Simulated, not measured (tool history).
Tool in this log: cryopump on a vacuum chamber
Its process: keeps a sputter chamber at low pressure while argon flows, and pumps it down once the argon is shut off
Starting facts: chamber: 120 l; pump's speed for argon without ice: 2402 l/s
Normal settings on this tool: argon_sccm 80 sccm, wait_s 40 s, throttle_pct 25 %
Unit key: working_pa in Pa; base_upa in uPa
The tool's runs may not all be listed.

{"run": 1, "hour": 0.0, "argon_sccm": 80, "wait_s": 40, "throttle_pct": 25, "working_pa": 0.2257, "base_upa": 2.24}
{"run": 2, "hour": 59.4, "argon_sccm": 80, "wait_s": 40, "throttle_pct": 25, "working_pa": 0.2261, "base_upa": 2.28}
{"run": 3, "hour": 120.2, "argon_sccm": 80, "wait_s": 40, "throttle_pct": 27, "working_pa": 0.2093, "base_upa": 2.26}
{"run": 4, "hour": 149.5, "argon_sccm": 80, "wait_s": 40, "throttle_pct": 27, "working_pa": 0.2122, "base_upa": 2.35}
{"run": 5, "hour": 210.7, "argon_sccm": 80, "wait_s": 40, "throttle_pct": 27, "working_pa": 0.2111, "base_upa": 2.32}
{"run": 6, "hour": 266.5, "argon_sccm": 80, "wait_s": 40, "throttle_pct": 53, "working_pa": 0.11, "base_upa": 2.34}
{"run": 7, "hour": 293.4, "argon_sccm": 80, "wait_s": 40, "throttle_pct": 53, "working_pa": 0.1099, "base_upa": 2.39}
{"run": 8, "hour": 334.7, "argon_sccm": 80, "wait_s": 40, "throttle_pct": 53, "working_pa": 0.1091, "base_upa": 2.38}
{"run": 9, "hour": 369.4, "argon_sccm": 133, "wait_s": 40, "throttle_pct": 25, "working_pa": 0.3821, "base_upa": 2.46}
{"run": 10, "hour": 406.1, "argon_sccm": 80, "wait_s": 40, "throttle_pct": 25, "working_pa": 0.2297, "base_upa": 2.38}
{"run": 11, "hour": 454.0, "argon_sccm": 80, "wait_s": 160, "throttle_pct": 25, "working_pa": 0.2298, "base_upa": 1.24}
{"run": 12, "hour": 482.2, "argon_sccm": 80, "wait_s": 160, "throttle_pct": 25, "working_pa": 0.2295, "base_upa": 1.3}
{"run": 13, "hour": 516.0, "argon_sccm": 80, "wait_s": 160, "throttle_pct": 25, "working_pa": 0.2318, "base_upa": 1.31}
{"run": 14, "hour": 563.3, "argon_sccm": 80, "wait_s": 160, "throttle_pct": 25, "working_pa": 0.2314, "base_upa": 1.3}
{"run": 15, "hour": 611.7, "argon_sccm": 80, "wait_s": 160, "throttle_pct": 25, "working_pa": 0.2301, "base_upa": 1.33}
{"run": 16, "hour": 656.4, "argon_sccm": 80, "wait_s": 160, "throttle_pct": 25, "working_pa": 0.2306, "base_upa": 1.39}
{"run": 17, "hour": 701.5, "argon_sccm": 80, "wait_s": 40, "throttle_pct": 49, "working_pa": 0.1234, "base_upa": 2.42}
{"run": 18, "hour": 730.8, "argon_sccm": 80, "wait_s": 40, "throttle_pct": 49, "working_pa": 0.1231, "base_upa": 2.52}
{"run": 19, "hour": 762.0, "argon_sccm": 80, "wait_s": 40, "throttle_pct": 49, "working_pa": 0.1233, "base_upa": 2.54}
{"run": 20, "hour": 796.5, "argon_sccm": 38, "wait_s": 40, "throttle_pct": 42, "working_pa": 0.0676, "base_upa": 2.61}
{"run": 21, "hour": 855.6, "argon_sccm": 59, "wait_s": 104, "throttle_pct": 54, "working_pa": 0.0836, "base_upa": 1.63}
{"run": 22, "hour": 895.8, "argon_sccm": 87, "wait_s": 37, "throttle_pct": 32, "working_pa": 0.2028, "base_upa": 2.74}
{"run": 23, "hour": 950.6, "argon_sccm": 80, "wait_s": 187, "throttle_pct": 25, "working_pa": 0.2359, "base_upa": 1.46}
{"run": 24, "hour": 986.8, "argon_sccm": 140, "wait_s": 123, "throttle_pct": 32, "working_pa": 0.3237, "base_upa": 1.65}
{"run": 25, "hour": 1018.8, "argon_sccm": 140, "wait_s": 123, "throttle_pct": 32, "working_pa": 0.3257, "base_upa": 1.65}
{"run": 26, "hour": 1078.6, "argon_sccm": 113, "wait_s": 23, "throttle_pct": 25, "working_pa": 0.334, "base_upa": 3.69}
{"run": 27, "hour": 1104.4, "argon_sccm": 47, "wait_s": 194, "throttle_pct": 25, "working_pa": 0.1393, "base_upa": 1.56}
{"run": 28, "hour": 1135.9, "argon_sccm": 66, "wait_s": 91, "throttle_pct": 40, "working_pa": 0.1254, "base_upa": 1.81}
{"run": 29, "hour": 1170.4, "argon_sccm": 66, "wait_s": 91, "throttle_pct": 40, "working_pa": 0.1259, "base_upa": 1.92}
{"run": 30, "hour": 1228.3, "argon_sccm": 138, "wait_s": 40, "throttle_pct": 59, "working_pa": 0.1886, "base_upa": 2.8}
{"run": 31, "hour": 1255.5, "argon_sccm": 89, "wait_s": 43, "throttle_pct": 59, "working_pa": 0.1209, "base_upa": 2.72}
{"run": 32, "hour": 1295.0, "argon_sccm": 80, "wait_s": 40, "throttle_pct": 28, "working_pa": 0.2143, "base_upa": 2.8}
{"run": 33, "hour": 1354.9, "argon_sccm": 80, "wait_s": 40, "throttle_pct": 28, "working_pa": 0.2151, "base_upa": 2.89}
{"run": 34, "hour": 1386.6, "argon_sccm": 80, "wait_s": 40, "throttle_pct": 28, "working_pa": 0.2172, "base_upa": 2.98}

Below are 3 alternative next runs, each starting from the tool's condition after run 34. Predict each:
{"run": "A", "hour": 1415.2, "argon_sccm": 40, "wait_s": 53, "throttle_pct": 29, "working_pa": "?", "base_upa": "?"}
{"run": "B", "hour": 1415.2, "argon_sccm": 113, "wait_s": 35, "throttle_pct": 30, "working_pa": "?", "base_upa": "?"}
{"run": "C", "hour": 1415.2, "argon_sccm": 80, "wait_s": 124, "throttle_pct": 39, "working_pa": "?", "base_upa": "?"}

run=A working_pa=0.1058 base_upa=2.53
run=B working_pa=0.2878 base_upa=3.08
run=C working_pa=0.1590 base_upa=1.85
What these runs would have given with no unlogged condition in the tool:
run=A working_pa=0.0979 base_upa=1.27
run=B working_pa=0.2656 base_upa=1.82
run=C working_pa=0.1434 base_upa=0.59

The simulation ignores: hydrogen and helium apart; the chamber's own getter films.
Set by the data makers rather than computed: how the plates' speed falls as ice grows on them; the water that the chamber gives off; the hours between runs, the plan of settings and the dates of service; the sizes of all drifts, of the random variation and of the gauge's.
